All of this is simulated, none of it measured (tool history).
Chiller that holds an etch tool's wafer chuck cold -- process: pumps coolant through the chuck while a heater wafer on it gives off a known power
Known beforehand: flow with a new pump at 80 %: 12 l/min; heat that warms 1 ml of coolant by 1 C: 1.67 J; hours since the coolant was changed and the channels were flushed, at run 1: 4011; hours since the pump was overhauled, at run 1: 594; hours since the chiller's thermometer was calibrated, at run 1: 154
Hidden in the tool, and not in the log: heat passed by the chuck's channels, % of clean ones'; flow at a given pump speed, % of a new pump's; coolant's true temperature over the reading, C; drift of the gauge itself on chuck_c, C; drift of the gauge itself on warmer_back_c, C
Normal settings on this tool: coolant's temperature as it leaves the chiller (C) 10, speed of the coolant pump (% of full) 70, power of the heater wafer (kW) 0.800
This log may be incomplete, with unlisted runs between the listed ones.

run	hour	coolant's temperature as it leaves the chiller (C)	speed of the coolant pump (% of full)	power of the heater wafer (kW)	hours since the coolant was changed and the channels were flushed	hours since the pump was overhauled	hours since the chiller's thermometer was calibrated	chuck's temperature once it has settled (C)	how much warmer the coolant comes back (C)
1	0.0	10	70	0.800	4011	594	154	16.1	2.80
2	85.3	10	70	0.800	4096	679	240	16.0	2.82
3	135.9	10	70	0.800	4147	730	290	16.0	2.83
4	213.4	10	70	0.800	4224	807	368	16.0	2.79
5	274.9	10	74	0.800	4286	869	429	15.6	2.61
6	360.8	10	74	0.533	4372	955	515	13.8	1.75
7	410.7	10	74	0.533	4422	1004	565	13.7	1.81
8	503.8	10	74	0.533	4515	1098	658	13.7	1.77
9	595.6	10	74	0.533	4607	1189	750	13.9	1.77
10	658.6	6	74	0.533	4670	1252	813	10.0	1.77
11	728.6	10	83	0.800	4740	1322	883	15.2	2.38
12	802.8	10	76	0.800	4814	1397	957	15.4	2.64
13	882.8	10	76	0.800	4894	1477	1037	15.5	2.66
14	977.0	13	76	0.800	4988	1571	1131	18.6	2.63
15	1052.7	13	76	0.800	5064	1646	1207	18.6	2.66
16	1129.2	13	76	0.800	5140	1723	1283	18.7	2.68
17	1196.6	4	75	0.800	5208	1790	1351	9.6	2.68
18	1286.1	4	75	0.800	5297	1880	1440	9.7	2.71
19	1340.2	4	75	0.800	5351	1934	1495	9.7	2.71
20	1383.8	4	75	0.800	5395	1978	1538	9.6	2.68
21	1464.6	4	63	0.800	5476	2058	1619	10.7	3.28
# hour 1549.2: gauge calibrated
22	1556.4	13	61	0.800	5567	2150	1711	19.9	3.20
23	1651.5	13	61	0.800	5662	2245	1806	19.7	3.25

For each entry between runs, how does the tool's hidden state at the last listed run before it compare with that at the first listed run after it?
After run 21, before run 22: gauge calibrated (hour 1549.2)
  drift of the gauge itself on warmer_back_c, C: 0.16 -> 0
  difference, measured minus the result without the unlogged condition, how much warmer the coolant comes back (C): +0.16 -> +0.00
